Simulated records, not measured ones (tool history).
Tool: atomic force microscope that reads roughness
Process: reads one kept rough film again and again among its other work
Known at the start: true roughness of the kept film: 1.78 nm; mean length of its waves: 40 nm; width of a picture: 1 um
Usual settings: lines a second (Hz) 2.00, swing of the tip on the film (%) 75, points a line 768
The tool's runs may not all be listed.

run   hour  lines a second (Hz)  swing of the tip on the film (%)  points a line  roughness of the kept film (nm (root mean square))
  1    0.0                 2.00                                75            768                                               1.519
  2   28.5                 2.00                                75            768                                               1.503
  3   41.1                 2.00                                75            694                                               1.501
  4   62.9                 2.00                                75            796                                               1.492
  5   89.5                 2.00                                75            796                                               1.470
  6  109.7                 2.00                                75            524                                               1.472
  7  123.7                 1.98                                75            524                                               1.471
  8  144.5                 3.18                                56            866                                               1.501
  9  161.2                 1.16                                61            453                                               1.537
     163.7  -- new tip fitted
     164.7  -- height scale calibrated on a step standard
 10  184.5                 1.16                                61            453                                               1.677
 11  212.7                 1.14                                75            768                                               1.640
 12  239.8                 1.14                                70            603                                               1.635
 13  253.4                 2.53                                75            514                                               1.536

Forecast each of these 4 alternatives for the next run:
  A  272.8                 2.77                                75            775                                                   ?
  B  272.8                 1.59                                89            499                                                   ?
  C  272.8                 1.57                                75            514                                                   ?
  D  272.8                 0.94                                88            768                                                   ?

run  roughness of the kept film (nm (root mean square))
  A                                               1.508
  B                                               1.484
  C                                               1.593
  D                                               1.576
Without the tool's hidden state the same runs would have given:
run  roughness of the kept film (nm (root mean square))
  A                                               1.544
  B                                               1.519
  C                                               1.630
  D                                               1.613
